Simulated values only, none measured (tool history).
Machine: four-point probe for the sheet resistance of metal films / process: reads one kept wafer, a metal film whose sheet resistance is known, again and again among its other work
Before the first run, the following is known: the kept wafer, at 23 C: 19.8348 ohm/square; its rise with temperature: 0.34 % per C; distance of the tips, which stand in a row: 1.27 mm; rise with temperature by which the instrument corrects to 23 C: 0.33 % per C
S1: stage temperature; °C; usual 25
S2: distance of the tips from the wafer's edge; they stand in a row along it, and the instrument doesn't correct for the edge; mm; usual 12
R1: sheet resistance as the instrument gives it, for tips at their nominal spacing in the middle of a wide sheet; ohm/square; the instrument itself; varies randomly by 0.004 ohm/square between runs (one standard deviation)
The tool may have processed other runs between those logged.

run	hour	S1	S2	R1
1	0.0	25	12	20.055827
2	79.9	25	12	20.052714
3	154.4	25	5	20.613329
4	268.5	25	12	20.078712
5	375.8	25	12	20.075423
6	491.5	26	12	20.083303
7	609.5	19	12	20.074490
8	675.7	19	57	19.962224
9	741.1	19	57	19.964604
10	860.0	25	62	19.980989
11	913.0	25	44	19.986355
12	1031.7	25	44	20.001514
13	1145.6	25	44	20.006502
14	1264.4	25	44	20.012676
15	1326.8	25	44	20.014156
16	1420.2	25	12	20.126082
17	1512.3	25	12	20.132744
18	1627.0	19	63	20.015645

Run 19, settings as shown, results not yet in. Your forecast:
19	1679.9	18	18	?

R1: 20.061914 ohm/square
With no hidden state in the tool, this same run would have given R1 19.877966 ohm/square.
